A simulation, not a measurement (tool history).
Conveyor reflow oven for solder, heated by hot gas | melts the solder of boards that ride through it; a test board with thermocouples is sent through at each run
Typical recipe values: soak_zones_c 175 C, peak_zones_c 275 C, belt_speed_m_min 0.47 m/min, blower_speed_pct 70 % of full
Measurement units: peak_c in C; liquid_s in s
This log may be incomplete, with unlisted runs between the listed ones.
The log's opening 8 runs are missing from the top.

Run 9, hour 204: usual settings but peak_zones_c 269 C. Result: peak_c 251.9 C, liquid_s 57.7 s.
At hour 210.1: belt drive overhauled, speed set with a stopwatch.
Run 10, hour 235.4: usual settings but peak_zones_c 272 C. Result: peak_c 254.5 C, liquid_s 59.5 s.
Run 11, hour 268.5: usual settings. Result: peak_c 256.9 C, liquid_s 60.7 s.
Run 12, hour 290.7: usual settings. Result: peak_c 257.3 C, liquid_s 61.3 s.
At hour 303.3: belt drive overhauled, speed set with a stopwatch, once more.
Run 13, hour 316.1: usual settings but belt_speed_m_min 0.471 m/min. Result: peak_c 256.4 C, liquid_s 59.7 s.
Run 14, hour 341.1: usual settings but belt_speed_m_min 0.471 m/min. Result: peak_c 256 C, liquid_s 59.8 s.
Run 15, hour 362.7: usual settings. Result: peak_c 256 C, liquid_s 59.9 s.
Run 16, hour 387.5: usual settings. Result: peak_c 256.6 C, liquid_s 59.8 s.
Run 17, hour 420: usual settings. Result: peak_c 255.9 C, liquid_s 60.1 s.
Run 18, hour 439.6: usual settings but belt_speed_m_min 0.386 m/min. Result: peak_c 262.1 C, liquid_s 78.2 s.
Run 19, hour 471.3: usual settings but soak_zones_c 163 C. Result: peak_c 254.1 C, liquid_s 53.9 s.
Run 20, hour 488.1: usual settings but soak_zones_c 180 C. Result: peak_c 256.8 C, liquid_s 62 s.
Run 21, hour 518.3: usual settings but soak_zones_c 180 C, peak_zones_c 290 C. Result: peak_c 269.4 C, liquid_s 69.2 s.
Run 22, hour 539.5: usual settings but soak_zones_c 180 C, peak_zones_c 290 C. Result: peak_c 269.6 C, liquid_s 68.9 s.
Run 23, hour 562: usual settings but soak_zones_c 163 C, belt_speed_m_min 0.526 m/min, blower_speed_pct 50 % of full. Result: peak_c 241.5 C, liquid_s 36.4 s.
Run 24, hour 590: usual settings but soak_zones_c 163 C, belt_speed_m_min 0.526 m/min, blower_speed_pct 50 % of full. Result: peak_c 241.5 C, liquid_s 36.6 s.
Run 25, hour 610: usual settings but soak_zones_c 181 C, peak_zones_c 288 C, belt_speed_m_min 0.387 m/min, blower_speed_pct 55 % of full. Result: peak_c 270.6 C, liquid_s 85.5 s.

Estimate the outcome of run 26 from the log above:
Run 26, hour 633.1: usual settings but peak_zones_c 283 C, belt_speed_m_min 0.405 m/min, blower_speed_pct 60 % of full. Result: peak_c ?, liquid_s ?.

Run 26 measured peak_c 265.6 C, liquid_s 76.1 s.
The same run, on a tool lacking any hidden state, would have yielded peak_c 268.4 C, liquid_s 77.7 s.
